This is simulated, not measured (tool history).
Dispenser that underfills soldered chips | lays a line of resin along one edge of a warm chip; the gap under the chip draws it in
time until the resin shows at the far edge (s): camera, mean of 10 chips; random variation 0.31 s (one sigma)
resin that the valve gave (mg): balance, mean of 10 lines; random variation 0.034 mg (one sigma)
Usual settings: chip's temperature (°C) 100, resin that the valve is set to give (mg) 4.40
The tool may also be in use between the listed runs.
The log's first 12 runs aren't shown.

| run | hour | chip's temperature (°C) | resin that the valve is set to give (mg) | time until the resin shows at the far edge (s) | resin that the valve gave (mg) |
|---|---|---|---|---|---|
| 13 | 56.8 | 100 | 5.32 | 6.7 | 5.25 |
| 14 | 62.1 | 100 | 5.32 | 8.0 | 5.19 |
| 15 | 65.8 | 100 | 5.32 | 9.1 | 5.26 |
|  | 67.2 | new syringe of resin |
| 16 | 72.2 | 100 | 5.32 | 6.4 | 5.18 |
| 17 | 75.3 | 100 | 5.32 | 7.8 | 5.24 |
| 18 | 78.8 | 104 | 5.32 | 7.6 | 5.19 |
|  | 83.5 | new syringe of resin |
| 19 | 83.8 | 100 | 5.00 | 5.4 | 4.88 |
| 20 | 88.5 | 105 | 4.40 | 5.3 | 4.33 |
| 21 | 93.9 | 105 | 4.40 | 7.0 | 4.29 |
| 22 | 99.0 | 105 | 4.13 | 8.4 | 4.02 |
|  | 100.3 | new syringe of resin |
| 23 | 104.9 | 105 | 4.13 | 5.3 | 3.98 |
| 24 | 108.5 | 109 | 4.08 | 5.7 | 3.92 |
| 25 | 113.0 | 103 | 5.27 | 8.4 | 5.05 |
|  | 117.0 | new syringe of resin |
| 26 | 118.4 | 103 | 5.27 | 4.7 | 5.10 |
| 27 | 121.6 | 100 | 3.72 | 7.1 | 3.59 |
|  | 126.3 | dispensing valve cleaned and set on the balance |
| 28 | 128.0 | 100 | 3.72 | 8.5 | 3.72 |
| 29 | 133.6 | 102 | 4.97 | 9.8 | 4.94 |
|  | 134.9 | new syringe of resin |
| 30 | 138.0 | 102 | 4.52 | 5.8 | 4.49 |
| 31 | 144.2 | 94 | 4.30 | 9.2 | 4.27 |
| 32 | 149.8 | 106 | 5.67 | 7.3 | 5.58 |
|  | 151.5 | new syringe of resin |
| 33 | 155.8 | 94 | 5.59 | 7.0 | 5.52 |
| 34 | 161.4 | 94 | 5.59 | 9.3 | 5.49 |
| 35 | 164.4 | 94 | 5.59 | 10.3 | 5.41 |
|  | 167.9 | new syringe of resin |
| 36 | 168.6 | 94 | 5.59 | 6.6 | 5.49 |

3 ways to go on from here, each from the tool as it stands after run 36. What would each give?
| A | 174.1 | 89 | 5.03 | ? | ? |
| B | 174.1 | 113 | 5.20 | ? | ? |
| C | 174.1 | 91 | 5.19 | ? | ? |

| run | time until the resin shows at the far edge (s) | resin that the valve gave (mg) |
|---|---|---|
| A | 9.4 | 4.82 |
| B | 5.0 | 5.02 |
| C | 8.8 | 5.01 |
Without the tool's hidden state the same runs would have given:
| run | time until the resin shows at the far edge (s) | resin that the valve gave (mg) |
|---|---|---|
| A | 7.5 | 4.97 |
| B | 4.0 | 5.17 |
| C | 7.1 | 5.16 |
